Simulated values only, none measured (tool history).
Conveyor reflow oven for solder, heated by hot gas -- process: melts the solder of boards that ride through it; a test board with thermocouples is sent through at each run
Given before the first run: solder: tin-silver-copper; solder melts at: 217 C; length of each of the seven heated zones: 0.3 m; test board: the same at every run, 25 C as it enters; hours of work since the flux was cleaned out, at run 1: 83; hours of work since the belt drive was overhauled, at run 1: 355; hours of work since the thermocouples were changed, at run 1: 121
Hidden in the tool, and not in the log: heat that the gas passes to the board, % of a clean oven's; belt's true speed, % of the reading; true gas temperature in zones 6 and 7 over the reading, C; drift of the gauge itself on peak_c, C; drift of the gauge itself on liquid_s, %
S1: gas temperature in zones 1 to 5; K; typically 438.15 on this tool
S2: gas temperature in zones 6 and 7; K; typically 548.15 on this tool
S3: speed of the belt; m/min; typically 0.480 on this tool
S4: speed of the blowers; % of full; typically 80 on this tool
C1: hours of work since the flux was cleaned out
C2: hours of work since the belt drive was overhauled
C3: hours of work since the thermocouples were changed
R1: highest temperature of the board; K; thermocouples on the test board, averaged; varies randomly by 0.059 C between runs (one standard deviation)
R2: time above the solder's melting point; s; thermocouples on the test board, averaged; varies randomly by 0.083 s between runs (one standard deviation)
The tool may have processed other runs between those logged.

Run 1, hour 0.0: usual settings; C1 83; C2 355; C3 121. Result: R1 535.51 K, R2 61.16 s.
Run 2, hour 8.3: usual settings; C1 89; C2 361; C3 126. Result: R1 535.79 K, R2 61.10 s.
Run 3, hour 15.2: usual settings; C1 93; C2 366; C3 131. Result: R1 535.69 K, R2 61.09 s.
Run 4, hour 24.1: usual settings; C1 99; C2 372; C3 137. Result: R1 535.60 K, R2 61.00 s.
Run 5, hour 35.1: usual settings; C1 107; C2 379; C3 144. Result: R1 535.54 K, R2 61.01 s.
Run 6, hour 44.0: usual settings; C1 113; C2 385; C3 150. Result: R1 535.61 K, R2 60.90 s.
Run 7, hour 55.5: usual settings but S4 78 % of full; C1 120; C2 393; C3 158. Result: R1 535.13 K, R2 60.74 s.
Run 8, hour 62.0: usual settings but S1 432.15 K, S4 78 % of full; C1 125; C2 397; C3 162. Result: R1 534.38 K, R2 58.80 s.
Run 9, hour 69.6: usual settings but S1 452.15 K, S4 78 % of full; C1 130; C2 402; C3 167. Result: R1 536.92 K, R2 65.98 s.
Run 10, hour 75.7: usual settings but S1 452.15 K, S4 78 % of full; C1 134; C2 406; C3 171. Result: R1 536.91 K, R2 65.95 s.
Run 11, hour 87.1: usual settings but S1 452.15 K, S4 78 % of full; C1 142; C2 414; C3 179. Result: R1 536.88 K, R2 65.87 s.
Run 12, hour 94.2: usual settings but S1 452.15 K, S4 78 % of full; C1 146; C2 419; C3 184. Result: R1 536.87 K, R2 65.82 s.
Run 13, hour 104.7: usual settings; C1 153; C2 426; C3 191. Result: R1 535.66 K, R2 61.24 s.
Run 14, hour 116.6: usual settings; C1 161; C2 434; C3 199. Result: R1 535.64 K, R2 61.02 s.
Run 15, hour 128.1: usual settings; C1 169; C2 441; C3 207. Result: R1 535.51 K, R2 61.03 s.
Run 16, hour 139.4: usual settings but S1 453.15 K, S2 543.15 K; C1 177; C2 449; C3 214. Result: R1 532.82 K, R2 64.48 s.
Run 17, hour 150.7: usual settings but S1 453.15 K, S2 546.15 K, S3 0.520 m/min; C1 184; C2 456; C3 222. Result: R1 533.30 K, R2 59.24 s.
Run 18, hour 161.1: usual settings but S1 453.15 K, S2 546.15 K, S3 0.520 m/min; C1 191; C2 463; C3 229. Result: R1 533.33 K, R2 59.33 s.
Run 19, hour 173.8: usual settings but S1 453.15 K, S2 546.15 K, S3 0.520 m/min; C1 200; C2 472; C3 237. Result: R1 533.37 K, R2 59.45 s.
Run 20, hour 180.3: usual settings but S2 557.15 K, S4 69 % of full; C1 204; C2 476; C3 242. Result: R1 540.72 K, R2 63.20 s.
At hour 186.4: flux residue cleaned out of gas plates and filters.
Run 21, hour 197.6: usual settings but S2 563.15 K, S4 67 % of full; C1 7; C2 485; C3 250. Result: R1 546.27 K, R2 65.65 s.
Run 22, hour 207.9: usual settings but S1 449.15 K, S2 556.15 K, S3 0.444 m/min, S4 53 % of full; C1 14; C2 492; C3 257. Result: R1 539.48 K, R2 70.99 s.
Run 23, hour 213.9: usual settings but S1 441.15 K, S2 546.15 K, S3 0.392 m/min, S4 53 % of full; C1 18; C2 495; C3 261. Result: R1 533.16 K, R2 74.23 s.
Run 24, hour 223.0: usual settings but S1 428.15 K, S2 557.15 K, S3 0.401 m/min, S4 52 % of full; C1 25; C2 502; C3 267. Result: R1 540.30 K, R2 72.43 s.
Run 25, hour 236.0: usual settings but S2 551.15 K, S3 0.429 m/min; C1 33; C2 510; C3 276. Result: R1 541.99 K, R2 72.37 s.
Run 26, hour 245.8: usual settings but S2 551.15 K, S3 0.429 m/min; C1 40; C2 517; C3 282. Result: R1 541.81 K, R2 72.31 s.
Run 27, hour 252.1: usual settings but S2 551.15 K, S3 0.429 m/min; C1 44; C2 521; C3 286. Result: R1 541.87 K, R2 72.53 s.

The next listed run, before its measurement:
Run 28, hour 260.0: usual settings but S2 551.15 K, S3 0.429 m/min; C1 49; C2 526; C3 292. Result: R1 ?, R2 ?.

R1: 541.79 K
R2: 72.39 s
Had the tool carried no hidden state, the very same run would have given R1 541.65 K, R2 71.48 s.
